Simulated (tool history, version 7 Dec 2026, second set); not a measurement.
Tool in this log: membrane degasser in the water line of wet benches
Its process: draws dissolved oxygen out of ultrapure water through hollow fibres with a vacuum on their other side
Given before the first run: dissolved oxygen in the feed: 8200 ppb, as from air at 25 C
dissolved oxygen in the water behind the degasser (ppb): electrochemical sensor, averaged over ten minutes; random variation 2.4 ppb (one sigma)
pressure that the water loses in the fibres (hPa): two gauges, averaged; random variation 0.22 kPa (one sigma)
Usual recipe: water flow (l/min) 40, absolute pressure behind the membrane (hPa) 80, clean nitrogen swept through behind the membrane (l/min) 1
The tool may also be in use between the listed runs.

run	hour	water flow (l/min)	absolute pressure behind the membrane (hPa)	clean nitrogen swept through behind the membrane (l/min)	dissolved oxygen in the water behind the degasser (ppb)	pressure that the water loses in the fibres (hPa)
1	0	40	80	1	394.4	513
2	130.4	40	80	1	391.2	517.6
3	239.2	40	80	1	397.1	517.1
4	352	40	80	1	395	518.8
5	586.2	40	80	1	395.5	512.5
6	832.6	40	80	1	391.5	515.4
7	963.5	40	80	1	395.2	514.7
8	1155	40	55.8	1	209.8	516.8
9	1391.9	40	80	1	391.4	514.3
# hour 1453.2: seals of the vacuum lines changed
# hour 1487.4: membrane cartridge changed
10	1648.5	40	80	1	392.8	515.8
11	1791.8	40	80	1	396	512.4
12	1899.8	40	80	1	396.5	515.6
13	2099.5	36	80	1	357.3	461.5
14	2231.7	40	80	1	391.4	513.5
15	2427.6	40	80	1	394.7	515.3
16	2675.8	40	80	1	390.4	515.6
17	2923.1	40	80	1	397	517.8
18	3086.6	40	80	0.66	525	510.9
19	3226.6	35	80	0.75	431.8	453
20	3372.9	28	164.3	1.11	678.7	362.9
21	3565	40	94.5	1	506.3	515.5
22	3786.7	41	102.3	0.88	620.6	528.7
23	3951	43	182.8	1.01	1157.4	552.8
24	4138	44	49.8	0.54	268.7	569.6
25	4327.5	40	80	0.41	713.8	515.8
26	4574.4	58	120.3	1	933.4	750.5
27	4803.5	36	80	1	355.8	465.5
28	4986.5	40	179.4	1	1078.1	518
# hour 5086.3: vacuum gauge calibrated
29	5251.5	32	56.1	0.8	200.5	411.6
30	5434.2	33	178.5	1.51	663.7	427.4
31	5555.1	33	178.5	1.51	662.8	426.8
32	5731.5	33	178.5	1.51	666.5	428.8
33	5838.9	29	65.2	0.56	319.6	375.4

What if the next run were any one of these 3? Each begins from the tool's condition after run 33:
A	5958.2	40	196.3	1	?	?
B	5958.2	29	65.2	0.91	?	?
C	5958.2	40	68.2	1	?	?

run	dissolved oxygen in the water behind the degasser (ppb)	pressure that the water loses in the fibres (hPa)
A	1190.7	514.8
B	223.4	372.2
C	303.6	518.6
Without the tool's hidden state the same runs would have given:
run	dissolved oxygen in the water behind the degasser (ppb)	pressure that the water loses in the fibres (hPa)
A	1190.6	514.6
B	223.4	372.1
C	303.5	518.4
